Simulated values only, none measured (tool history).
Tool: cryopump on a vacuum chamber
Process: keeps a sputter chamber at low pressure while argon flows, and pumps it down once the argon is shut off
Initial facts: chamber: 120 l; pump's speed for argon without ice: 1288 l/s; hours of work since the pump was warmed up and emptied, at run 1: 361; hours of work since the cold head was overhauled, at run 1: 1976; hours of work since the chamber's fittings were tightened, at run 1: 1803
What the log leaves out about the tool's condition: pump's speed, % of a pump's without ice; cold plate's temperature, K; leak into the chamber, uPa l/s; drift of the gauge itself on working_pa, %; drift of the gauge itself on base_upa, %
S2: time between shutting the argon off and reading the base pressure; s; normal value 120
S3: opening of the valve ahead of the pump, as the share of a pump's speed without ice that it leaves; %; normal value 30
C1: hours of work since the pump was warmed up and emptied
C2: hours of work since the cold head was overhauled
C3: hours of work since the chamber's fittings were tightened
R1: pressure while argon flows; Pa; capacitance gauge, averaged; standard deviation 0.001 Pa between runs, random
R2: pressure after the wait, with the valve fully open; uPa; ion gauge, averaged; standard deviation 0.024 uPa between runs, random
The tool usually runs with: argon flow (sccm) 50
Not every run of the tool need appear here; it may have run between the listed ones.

{"run": 1, "hour": 0.0, "argon flow (sccm)": 50, "S2": 120, "S3": 30, "C1": 361, "C2": 1976, "C3": 1803, "R1": 0.2303, "R2": 2.48}
{"run": 2, "hour": 59.8, "argon flow (sccm)": 50, "S2": 120, "S3": 30, "C1": 410, "C2": 2026, "C3": 1853, "R1": 0.2331, "R2": 2.57}
{"run": 3, "hour": 91.1, "argon flow (sccm)": 50, "S2": 120, "S3": 30, "C1": 436, "C2": 2051, "C3": 1879, "R1": 0.2297, "R2": 2.59}
{"run": 4, "hour": 123.1, "argon flow (sccm)": 50, "S2": 120, "S3": 30, "C1": 462, "C2": 2078, "C3": 1905, "R1": 0.2324, "R2": 2.6}
{"hour": 179.3, "done": "pump warmed up, emptied and cooled again"}
{"run": 5, "hour": 191.6, "argon flow (sccm)": 50, "S2": 120, "S3": 30, "C1": 10, "C2": 2130, "C3": 1958, "R1": 0.2202, "R2": 2.36}
{"run": 6, "hour": 237.1, "argon flow (sccm)": 21, "S2": 120, "S3": 30, "C1": 48, "C2": 2168, "C3": 1995, "R1": 0.0933, "R2": 2.43}
{"run": 7, "hour": 294.1, "argon flow (sccm)": 50, "S2": 169, "S3": 30, "C1": 95, "C2": 2215, "C3": 2042, "R1": 0.2232, "R2": 2.31}
{"run": 8, "hour": 352.8, "argon flow (sccm)": 50, "S2": 169, "S3": 30, "C1": 143, "C2": 2264, "C3": 2091, "R1": 0.2246, "R2": 2.34}
{"run": 9, "hour": 385.4, "argon flow (sccm)": 50, "S2": 120, "S3": 30, "C1": 170, "C2": 2291, "C3": 2118, "R1": 0.2247, "R2": 2.59}
{"run": 10, "hour": 416.8, "argon flow (sccm)": 50, "S2": 120, "S3": 30, "C1": 196, "C2": 2317, "C3": 2144, "R1": 0.2248, "R2": 2.6}
{"run": 11, "hour": 487.2, "argon flow (sccm)": 50, "S2": 120, "S3": 30, "C1": 255, "C2": 2375, "C3": 2202, "R1": 0.2269, "R2": 2.68}
{"hour": 499.2, "done": "leaking fittings of the chamber tightened, without venting"}
{"run": 12, "hour": 541.0, "argon flow (sccm)": 50, "S2": 120, "S3": 30, "C1": 297, "C2": 2418, "C3": 35, "R1": 0.2288, "R2": 0.93}
{"run": 13, "hour": 608.0, "argon flow (sccm)": 50, "S2": 120, "S3": 30, "C1": 353, "C2": 2473, "C3": 90, "R1": 0.2288, "R2": 1.03}
{"run": 14, "hour": 661.3, "argon flow (sccm)": 50, "S2": 120, "S3": 30, "C1": 397, "C2": 2517, "C3": 134, "R1": 0.2312, "R2": 0.99}
{"run": 15, "hour": 714.6, "argon flow (sccm)": 50, "S2": 120, "S3": 30, "C1": 441, "C2": 2561, "C3": 178, "R1": 0.2328, "R2": 1.12}
{"run": 16, "hour": 756.1, "argon flow (sccm)": 50, "S2": 120, "S3": 30, "C1": 475, "C2": 2596, "C3": 212, "R1": 0.2336, "R2": 1.16}
{"hour": 792.9, "done": "pump warmed up, emptied and cooled again"}
{"run": 17, "hour": 827.7, "argon flow (sccm)": 50, "S2": 120, "S3": 30, "C1": 29, "C2": 2651, "C3": 268, "R1": 0.2213, "R2": 1.06}
{"run": 18, "hour": 885.2, "argon flow (sccm)": 99, "S2": 265, "S3": 30, "C1": 76, "C2": 2698, "C3": 315, "R1": 0.4395, "R2": 0.81}
{"run": 19, "hour": 957.3, "argon flow (sccm)": 63, "S2": 120, "S3": 23, "C1": 136, "C2": 2758, "C3": 375, "R1": 0.3676, "R2": 1.22}
{"run": 20, "hour": 1019.0, "argon flow (sccm)": 63, "S2": 120, "S3": 23, "C1": 187, "C2": 2809, "C3": 426, "R1": 0.3661, "R2": 1.19}
{"run": 21, "hour": 1072.9, "argon flow (sccm)": 90, "S2": 120, "S3": 16, "C1": 232, "C2": 2853, "C3": 470, "R1": 0.7571, "R2": 1.28}
{"run": 22, "hour": 1116.4, "argon flow (sccm)": 90, "S2": 120, "S3": 16, "C1": 267, "C2": 2889, "C3": 506, "R1": 0.7541, "R2": 1.29}
{"run": 23, "hour": 1148.8, "argon flow (sccm)": 90, "S2": 120, "S3": 16, "C1": 294, "C2": 2916, "C3": 533, "R1": 0.7559, "R2": 1.37}
{"run": 24, "hour": 1195.4, "argon flow (sccm)": 90, "S2": 120, "S3": 22, "C1": 333, "C2": 2955, "C3": 572, "R1": 0.5577, "R2": 1.39}
{"run": 25, "hour": 1241.7, "argon flow (sccm)": 45, "S2": 120, "S3": 30, "C1": 371, "C2": 2993, "C3": 610, "R1": 0.2065, "R2": 1.43}
{"run": 26, "hour": 1295.4, "argon flow (sccm)": 45, "S2": 295, "S3": 22, "C1": 416, "C2": 3037, "C3": 654, "R1": 0.2796, "R2": 1.1}
{"run": 27, "hour": 1345.4, "argon flow (sccm)": 45, "S2": 26, "S3": 22, "C1": 457, "C2": 3079, "C3": 696, "R1": 0.2808, "R2": 3.69}
{"run": 28, "hour": 1377.9, "argon flow (sccm)": 45, "S2": 26, "S3": 22, "C1": 484, "C2": 3106, "C3": 723, "R1": 0.2837, "R2": 3.8}
{"hour": 1404.7, "done": "pump warmed up, emptied and cooled again"}
{"run": 29, "hour": 1419.3, "argon flow (sccm)": 45, "S2": 26, "S3": 22, "C1": 12, "C2": 3136, "C3": 753, "R1": 0.2722, "R2": 3.6}
{"run": 30, "hour": 1470.4, "argon flow (sccm)": 99, "S2": 23, "S3": 15, "C1": 54, "C2": 3178, "C3": 795, "R1": 0.8733, "R2": 3.96}
{"run": 31, "hour": 1504.6, "argon flow (sccm)": 99, "S2": 23, "S3": 15, "C1": 83, "C2": 3206, "C3": 823, "R1": 0.8757, "R2": 3.99}
{"run": 32, "hour": 1536.5, "argon flow (sccm)": 28, "S2": 120, "S3": 15, "C1": 109, "C2": 3233, "C3": 850, "R1": 0.246, "R2": 1.53}
{"run": 33, "hour": 1583.2, "argon flow (sccm)": 33, "S2": 263, "S3": 30, "C1": 148, "C2": 3271, "C3": 888, "R1": 0.1479, "R2": 1.25}
{"run": 34, "hour": 1657.3, "argon flow (sccm)": 33, "S2": 263, "S3": 30, "C1": 209, "C2": 3333, "C3": 949, "R1": 0.1499, "R2": 1.4}

Alternative continuations, all from the tool just after run 34; predict every row:
{"run": "A", "hour": 1718.8, "argon flow (sccm)": 59, "S2": 263, "S3": 30, "C1": 260, "C2": 3383, "C3": 1000, "R1": "?", "R2": "?"}
{"run": "B", "hour": 1718.8, "argon flow (sccm)": 50, "S2": 35, "S3": 30, "C1": 260, "C2": 3383, "C3": 1000, "R1": "?", "R2": "?"}
{"run": "C", "hour": 1718.8, "argon flow (sccm)": 50, "S2": 295, "S3": 30, "C1": 260, "C2": 3383, "C3": 1000, "R1": "?", "R2": "?"}
{"run": "D", "hour": 1718.8, "argon flow (sccm)": 33, "S2": 116, "S3": 46, "C1": 260, "C2": 3383, "C3": 1000, "R1": "?", "R2": "?"}

run=A R1=0.2684 R2=1.4
run=B R1=0.2287 R2=3.25
run=C R1=0.2286 R2=1.35
run=D R1=0.1005 R2=1.85
Take away the tool's hidden state, keep each run's random variation, and the runs would have read:
run=A R1=0.2577 R2=0.52
run=B R1=0.2196 R2=2.34
run=C R1=0.2195 R2=0.44
run=D R1=0.0945 R2=0.91
